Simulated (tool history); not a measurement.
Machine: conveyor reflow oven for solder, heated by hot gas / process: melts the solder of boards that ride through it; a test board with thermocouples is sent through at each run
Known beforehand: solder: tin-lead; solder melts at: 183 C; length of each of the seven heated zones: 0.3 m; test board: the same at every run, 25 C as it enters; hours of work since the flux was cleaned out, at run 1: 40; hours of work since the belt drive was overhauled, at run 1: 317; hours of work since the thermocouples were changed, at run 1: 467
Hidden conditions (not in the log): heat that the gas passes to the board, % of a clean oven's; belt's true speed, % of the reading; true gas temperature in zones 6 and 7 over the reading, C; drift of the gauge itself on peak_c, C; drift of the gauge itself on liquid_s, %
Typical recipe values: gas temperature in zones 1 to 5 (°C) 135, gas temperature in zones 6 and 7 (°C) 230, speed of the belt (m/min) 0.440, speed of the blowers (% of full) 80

run   hour  gas temperature in zones 1 to 5 (°C)  gas temperature in zones 6 and 7 (°C)  speed of the belt (m/min)  speed of the blowers (% of full)  hours of work since the flux was cleaned out  hours of work since the belt drive was overhauled  hours of work since the thermocouples were changed  highest temperature of the board (°C)  time above the solder's melting point (s)
  1    0.0                                   135                                    230                      0.440                                80                                            40                                                317                                                 467                                  213.6                                       57.6
  2   30.4                                   135                                    230                      0.440                                80                                            57                                                333                                                 483                                  213.8                                       57.3
  3   56.0                                   135                                    230                      0.440                                80                                            71                                                347                                                 497                                  214.4                                       57.3
  4   77.9                                   135                                    230                      0.440                                80                                            83                                                359                                                 509                                  213.9                                       56.9
  5   96.3                                   135                                    229                      0.440                                80                                            93                                                369                                                 519                                  212.9                                       56.2
  6  111.2                                   135                                    229                      0.440                                80                                           101                                                377                                                 527                                  212.4                                       57.0
  7  126.9                                   135                                    230                      0.440                                80                                           109                                                385                                                 535                                  213.5                                       57.3
  8  145.9                                   135                                    230                      0.440                                80                                           119                                                396                                                 545                                  214.0                                       56.9
  9  173.7                                   135                                    230                      0.440                                80                                           134                                                411                                                 560                                  213.1                                       57.6
 10  192.0                                   135                                    230                      0.440                                80                                           144                                                420                                                 570                                  213.6                                       57.0
 11  214.1                                   135                                    230                      0.440                                80                                           156                                                432                                                 582                                  213.7                                       57.3
 12  249.4                                   135                                    230                      0.440                                80                                           175                                                452                                                 601                                  213.4                                       56.8
     286.1  -- flux residue cleaned out of gas plates and filters
 13  288.1                                   135                                    230                      0.440                                80                                             1                                                470                                                 620                                  213.6                                       57.0
 14  321.7                                   135                                    230                      0.440                                80                                            19                                                488                                                 638                                  213.7                                       57.3
 15  356.5                                   135                                    230                      0.401                                80                                            38                                                507                                                 657                                  216.1                                       65.6
 16  388.4                                   135                                    230                      0.401                                80                                            55                                                524                                                 674                                  216.8                                       66.1
 17  411.9                                   135                                    230                      0.401                                80                                            68                                                537                                                 687                                  215.9                                       66.7
 18  440.1                                   135                                    230                      0.401                                80                                            83                                                552                                                 702                                  216.8                                       66.1
 19  471.1                                   135                                    230                      0.401                                80                                           100                                                569                                                 719                                  216.8                                       67.0
 20  504.8                                   135                                    230                      0.401                                80                                           118                                                587                                                 737                                  216.2                                       66.5
 21  522.1                                   131                                    230                      0.522                                80                                           128                                                596                                                 746                                  206.3                                       39.6
 22  541.8                                   135                                    233                      0.524                                56                                           138                                                607                                                 757                                  202.2                                       33.3
 23  561.3                                   135                                    233                      0.407                                56                                           149                                                617                                                 767                                  211.8                                       58.8
 24  576.2                                   135                                    233                      0.407                                56                                           157                                                626                                                 775                                  212.0                                       58.9
 25  600.7                                   129                                    230                      0.525                                68                                           170                                                639                                                 789                                  203.1                                       33.1
 26  623.4                                   135                                    230                      0.440                                65                                           182                                                651                                                 801                                  209.3                                       52.0
     647.9  -- flux residue cleaned out of gas plates and filters
 27  650.8                                   135                                    230                      0.440                                80                                             2                                                663                                                 813                                  213.8                                       57.4
 28  672.5                                   135                                    230                      0.440                                80                                            13                                                675                                                 825                                  213.0                                       57.9
 29  700.5                                   135                                    230                      0.440                                80                                            28                                                690                                                 840                                  214.1                                       57.1
 30  728.5                                   139                                    222                      0.352                                88                                            44                                                705                                                 855                                  214.2                                       77.2
 31  758.0                                   148                                    229                      0.440                                79                                            60                                                721                                                 871                                  214.7                                       63.5

Forecast each of these 3 alternatives for the next run:
  A  775.1                                   143                                    230                      0.405                                57                                            69                                                730                                                 880                                      ?                                          ?
  B  775.1                                   148                                    229                      0.383                                79                                            69                                                730                                                 880                                      ?                                          ?
  C  775.1                                   135                                    232                      0.440                                80                                            69                                                730                                                 880                                      ?                                          ?

run  highest temperature of the board (°C)  time above the solder's melting point (s)
  A                                  211.7                                       62.7
  B                                  218.5                                       77.1
  C                                  215.7                                       58.3
With no hidden state in the tool, these same runs would have given:
run  highest temperature of the board (°C)  time above the solder's melting point (s)
  A                                  211.8                                       62.8
  B                                  218.6                                       77.2
  C                                  215.8                                       58.4
